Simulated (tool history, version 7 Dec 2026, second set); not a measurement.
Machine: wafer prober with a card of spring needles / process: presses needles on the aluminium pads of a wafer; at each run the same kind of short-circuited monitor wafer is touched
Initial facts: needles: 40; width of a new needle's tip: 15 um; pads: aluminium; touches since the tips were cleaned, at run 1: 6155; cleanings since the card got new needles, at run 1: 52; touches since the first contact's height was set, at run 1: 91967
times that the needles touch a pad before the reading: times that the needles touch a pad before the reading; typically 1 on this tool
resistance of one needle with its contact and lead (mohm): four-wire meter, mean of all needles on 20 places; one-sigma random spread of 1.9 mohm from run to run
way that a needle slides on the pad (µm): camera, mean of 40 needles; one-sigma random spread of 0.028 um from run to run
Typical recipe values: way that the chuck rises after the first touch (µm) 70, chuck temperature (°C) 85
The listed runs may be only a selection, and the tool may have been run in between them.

run	hour	way that the chuck rises after the first touch (µm)	chuck temperature (°C)	times that the needles touch a pad before the reading	touches since the tips were cleaned	cleanings since the card got new needles	touches since the first contact's height was set	resistance of one needle with its contact and lead (mohm)	way that a needle slides on the pad (µm)
1	0.0	70	85	1	6155	52	91967	303	14.35
# hour 2.1: tips cleaned on abrasive film
2	21.7	62	85	1	6521	53	99168	335	12.63
# hour 23.5: tips cleaned on abrasive film
3	37.5	70	85	1	4645	54	104379	293	14.34
# hour 44.1: tips cleaned on abrasive film
# hour 66.3: tips cleaned on abrasive film
4	71.4	78	85	1	1698	56	115598	244	15.88
# hour 89.0: tips cleaned on abrasive film
5	103.2	78	85	1	4755	57	126181	281	15.87
# hour 112.2: tips cleaned on abrasive film
6	123.7	78	85	1	3822	58	132951	269	15.90
# hour 133.9: tips cleaned on abrasive film
7	151.6	78	85	1	5902	59	142235	284	15.85
# hour 154.7: tips cleaned on abrasive film
8	170.5	70	108	1	5257	60	148485	305	14.20
# hour 175.2: tips cleaned on abrasive film
# hour 195.5: tips cleaned on abrasive film
9	197.3	70	85	1	575	62	157329	231	14.19
# hour 207.0: height of the first contact set anew
# hour 217.3: tips cleaned on abrasive film
10	232.4	57	85	1	5029	63	8423	336	11.77
# hour 239.8: tips cleaned on abrasive film
# hour 261.7: tips cleaned on abrasive film
11	261.7	57	117	1	0	65	18085	219	11.73
# hour 283.6: tips cleaned on abrasive film
12	283.6	83	45	2	9	66	25363	198	17.16
# hour 305.1: tips cleaned on abrasive film
13	316.2	73	106	2	3670	67	36166	253	15.05
# hour 327.5: tips cleaned on abrasive film
14	333.2	86	59	1	1878	68	41800	235	17.71
# hour 349.1: tips cleaned on abrasive film
15	366.8	68	37	1	5925	69	52981	305	13.98
# hour 370.6: tips cleaned on abrasive film
# hour 391.3: tips cleaned on abrasive film
16	399.2	77	85	2	2631	71	63678	228	15.76
# hour 411.6: tips cleaned on abrasive film
# hour 432.8: tips cleaned on abrasive film
17	432.8	65	85	2	0	73	74816	209	13.35
# hour 453.5: tips cleaned on abrasive film
18	453.5	65	85	2	0	74	81686	210	13.29
# hour 474.3: tips cleaned on abrasive film
19	478.8	59	85	1	1503	75	90072	265	12.03

Forecast run 20:
# hour 496.4: tips cleaned on abrasive film
20	498.3	81	66	1	630	76	96516	?	?

{"run 20": {"resistance of one needle with its contact and lead (mohm)": 218, "way that a needle slides on the pad (µm)": 16.62}}
Were there no unlogged condition in the tool, this run, its random variation unchanged, would have produced resistance of one needle with its contact and lead (mohm) 196, way that a needle slides on the pad (µm) 16.80.
